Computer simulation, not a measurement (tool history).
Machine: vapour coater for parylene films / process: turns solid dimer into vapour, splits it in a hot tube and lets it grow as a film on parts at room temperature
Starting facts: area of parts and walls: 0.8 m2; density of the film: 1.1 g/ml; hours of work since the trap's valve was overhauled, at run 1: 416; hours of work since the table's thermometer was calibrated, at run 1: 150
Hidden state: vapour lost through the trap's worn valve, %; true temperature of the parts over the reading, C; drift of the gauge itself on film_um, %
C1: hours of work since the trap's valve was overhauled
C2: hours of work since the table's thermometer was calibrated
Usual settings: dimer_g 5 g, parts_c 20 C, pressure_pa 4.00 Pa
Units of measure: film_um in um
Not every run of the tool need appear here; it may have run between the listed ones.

{"run": 1, "hour": 0.0, "dimer_g": 5, "parts_c": 20, "pressure_pa": 4.0, "C1": 416, "C2": 150, "film_um": 4.48}
{"run": 2, "hour": 23.8, "dimer_g": 5, "parts_c": 15, "pressure_pa": 4.0, "C1": 432, "C2": 166, "film_um": 5.33}
{"run": 3, "hour": 52.2, "dimer_g": 5, "parts_c": 15, "pressure_pa": 4.0, "C1": 452, "C2": 186, "film_um": 5.35}
{"run": 4, "hour": 83.8, "dimer_g": 6, "parts_c": 20, "pressure_pa": 4.0, "C1": 474, "C2": 208, "film_um": 5.29}
{"run": 5, "hour": 110.9, "dimer_g": 6, "parts_c": 20, "pressure_pa": 4.0, "C1": 492, "C2": 227, "film_um": 5.26}
{"run": 6, "hour": 146.0, "dimer_g": 6, "parts_c": 20, "pressure_pa": 4.0, "C1": 517, "C2": 251, "film_um": 5.28}
{"run": 7, "hour": 163.3, "dimer_g": 9, "parts_c": 20, "pressure_pa": 4.0, "C1": 529, "C2": 263, "film_um": 7.92}
{"run": 8, "hour": 196.2, "dimer_g": 9, "parts_c": 20, "pressure_pa": 4.0, "C1": 551, "C2": 286, "film_um": 7.92}
{"run": 9, "hour": 228.3, "dimer_g": 5, "parts_c": 20, "pressure_pa": 4.0, "C1": 574, "C2": 308, "film_um": 4.36}
{"run": 10, "hour": 258.2, "dimer_g": 5, "parts_c": 20, "pressure_pa": 4.0, "C1": 594, "C2": 329, "film_um": 4.35}
{"hour": 279.6, "done": "trap's valve overhauled"}
{"run": 11, "hour": 288.3, "dimer_g": 5, "parts_c": 20, "pressure_pa": 4.0, "C1": 6, "C2": 347, "film_um": 4.55}
{"run": 12, "hour": 316.4, "dimer_g": 5, "parts_c": 27, "pressure_pa": 4.0, "C1": 25, "C2": 366, "film_um": 3.28}
{"run": 13, "hour": 354.0, "dimer_g": 5, "parts_c": 27, "pressure_pa": 4.0, "C1": 52, "C2": 392, "film_um": 3.32}
{"run": 14, "hour": 379.0, "dimer_g": 5, "parts_c": 27, "pressure_pa": 4.0, "C1": 69, "C2": 410, "film_um": 3.28}
{"run": 15, "hour": 416.5, "dimer_g": 5, "parts_c": 27, "pressure_pa": 4.0, "C1": 95, "C2": 436, "film_um": 3.31}
{"run": 16, "hour": 445.2, "dimer_g": 5, "parts_c": 22, "pressure_pa": 4.0, "C1": 115, "C2": 456, "film_um": 4.11}
{"run": 17, "hour": 474.2, "dimer_g": 5, "parts_c": 22, "pressure_pa": 4.0, "C1": 135, "C2": 476, "film_um": 4.09}
{"run": 18, "hour": 507.0, "dimer_g": 7, "parts_c": 20, "pressure_pa": 4.82, "C1": 157, "C2": 498, "film_um": 6.02}
{"run": 19, "hour": 546.5, "dimer_g": 3, "parts_c": 19, "pressure_pa": 4.82, "C1": 185, "C2": 526, "film_um": 2.68}
{"run": 20, "hour": 575.7, "dimer_g": 7, "parts_c": 19, "pressure_pa": 11.2, "C1": 205, "C2": 546, "film_um": 5.12}
{"run": 21, "hour": 610.2, "dimer_g": 7, "parts_c": 19, "pressure_pa": 11.2, "C1": 229, "C2": 570, "film_um": 5.09}
{"run": 22, "hour": 636.4, "dimer_g": 8, "parts_c": 16, "pressure_pa": 4.0, "C1": 247, "C2": 588, "film_um": 8.43}
{"run": 23, "hour": 657.2, "dimer_g": 3, "parts_c": 15, "pressure_pa": 4.63, "C1": 261, "C2": 602, "film_um": 3.2}

Forecast each of these 4 alternatives for the next run:
{"run": "A", "hour": 687.2, "dimer_g": 3, "parts_c": 16, "pressure_pa": 5.47, "C1": 282, "C2": 623, "film_um": "?"}
{"run": "B", "hour": 687.2, "dimer_g": 2, "parts_c": 21, "pressure_pa": 4.0, "C1": 282, "C2": 623, "film_um": "?"}
{"run": "C", "hour": 687.2, "dimer_g": 5, "parts_c": 20, "pressure_pa": 2.38, "C1": 282, "C2": 623, "film_um": "?"}
{"run": "D", "hour": 687.2, "dimer_g": 4, "parts_c": 15, "pressure_pa": 3.09, "C1": 282, "C2": 623, "film_um": "?"}

run=A film_um=2.92
run=B film_um=1.68
run=C film_um=4.94
run=D film_um=4.33
The same runs, with their run-to-run variation unchanged, on a tool lacking any hidden condition would have given:
run=A film_um=3.07
run=B film_um=1.77
run=C film_um=5.19
run=D film_um=4.43

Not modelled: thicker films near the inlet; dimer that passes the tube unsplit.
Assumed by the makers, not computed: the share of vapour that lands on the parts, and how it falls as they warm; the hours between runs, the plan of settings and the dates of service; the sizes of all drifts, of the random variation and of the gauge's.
